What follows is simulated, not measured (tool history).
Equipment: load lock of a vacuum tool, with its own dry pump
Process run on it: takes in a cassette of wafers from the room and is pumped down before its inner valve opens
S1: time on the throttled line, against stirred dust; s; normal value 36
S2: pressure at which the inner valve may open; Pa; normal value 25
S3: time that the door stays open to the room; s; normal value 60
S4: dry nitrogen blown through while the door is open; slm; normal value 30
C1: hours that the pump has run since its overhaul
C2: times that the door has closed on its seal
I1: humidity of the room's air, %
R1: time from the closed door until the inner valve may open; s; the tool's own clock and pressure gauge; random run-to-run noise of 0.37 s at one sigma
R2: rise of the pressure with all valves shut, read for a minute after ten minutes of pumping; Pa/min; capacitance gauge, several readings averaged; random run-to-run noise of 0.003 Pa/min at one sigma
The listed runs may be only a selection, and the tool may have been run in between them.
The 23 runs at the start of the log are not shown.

Run 24, hour 2434.2: usual settings but S3 81 s, S4 12 slm; C1 4659; C2 21353; I1 41.4. Result: R1 57.2 s, R2 0.047 Pa/min.
Run 25, hour 2579.7: usual settings but S1 53 s, S2 40 Pa, S3 77 s, S4 6 slm; C1 4805; C2 21806; I1 46.5. Result: R1 69.8 s, R2 0.056 Pa/min.
Run 26, hour 2705.1: usual settings but S1 53 s, S2 40 Pa, S3 77 s, S4 6 slm; C1 4930; C2 22195; I1 49.4. Result: R1 68.9 s, R2 0.068 Pa/min.
Run 27, hour 2763.4: usual settings but S1 70 s; C1 4988; C2 22377; I1 48.0. Result: R1 85.3 s, R2 0.034 Pa/min.
Run 28, hour 2848.6: usual settings but S1 70 s; C1 5073; C2 22642; I1 45.6. Result: R1 85.4 s, R2 0.027 Pa/min.
Run 29, hour 2936.6: usual settings but S2 47 Pa, S4 8 slm; C1 5162; C2 22915; I1 47.3. Result: R1 54.9 s, R2 0.046 Pa/min.
Run 30, hour 3024.2: usual settings but S1 35 s, S3 29 s; C1 5249; C2 23188; I1 46.0. Result: R1 56.4 s, R2 0.022 Pa/min.
Run 31, hour 3155.8: usual settings but S3 36 s, S4 4 slm; C1 5381; C2 23597; I1 47.9. Result: R1 57.1 s, R2 0.046 Pa/min.
Run 32, hour 3260.7: usual settings but S1 35 s, S2 27 Pa, S3 36 s, S4 4 slm; C1 5486; C2 23923; I1 40.5. Result: R1 56.3 s, R2 0.038 Pa/min.
Run 33, hour 3323.4: usual settings but S1 25 s, S2 27 Pa, S3 94 s, S4 4 slm; C1 5548; C2 24118; I1 45.3. Result: R1 48.1 s, R2 0.074 Pa/min.
Run 34, hour 3455.1: usual settings but S1 25 s, S2 27 Pa, S3 39 s, S4 4 slm; C1 5680; C2 24527; I1 42.0. Result: R1 48.2 s, R2 0.041 Pa/min.
Run 35, hour 3524.9: usual settings but S1 38 s, S2 21 Pa, S3 42 s, S4 8 slm; C1 5750; C2 24745; I1 44.7. Result: R1 59.6 s, R2 0.033 Pa/min.
Run 36, hour 3633.9: usual settings but S1 42 s, S4 27 slm; C1 5859; C2 25084; I1 45.6. Result: R1 62.9 s, R2 0.031 Pa/min.

5 ways to go on from here, each from the tool as it stands after run 36. What would each give?
Run A, hour 3716.7: usual settings but S1 42 s, S3 44 s, S4 6 slm; C1 5942; C2 25341; I1 43.5. Result: R1 ?, R2 ?.
Run B, hour 3716.7: usual settings but S1 29 s, S4 9 slm; C1 5942; C2 25341; I1 45.3. Result: R1 ?, R2 ?.
Run C, hour 3716.7: usual settings but S1 42 s, S2 35 Pa, S3 52 s, S4 27 slm; C1 5942; C2 25341; I1 44.7. Result: R1 ?, R2 ?.
Run D, hour 3716.7: usual settings but S1 42 s, S2 41 Pa, S4 11 slm; C1 5942; C2 25341; I1 46.2. Result: R1 ?, R2 ?.
Run E, hour 3716.7: usual settings but S1 54 s, S2 41 Pa; C1 5942; C2 25341; I1 43.7. Result: R1 ?, R2 ?.

run    R1     R2
  A  62.4  0.041
  B  51.6  0.047
  C  61.2  0.019
  D  60.6  0.043
  E  70.4  0.023
Without the tool's unlogged condition, the same runs would have read:
run    R1     R2
  A  62.4  0.039
  B  51.6  0.046
  C  61.2  0.018
  D  60.6  0.041
  E  70.4  0.021

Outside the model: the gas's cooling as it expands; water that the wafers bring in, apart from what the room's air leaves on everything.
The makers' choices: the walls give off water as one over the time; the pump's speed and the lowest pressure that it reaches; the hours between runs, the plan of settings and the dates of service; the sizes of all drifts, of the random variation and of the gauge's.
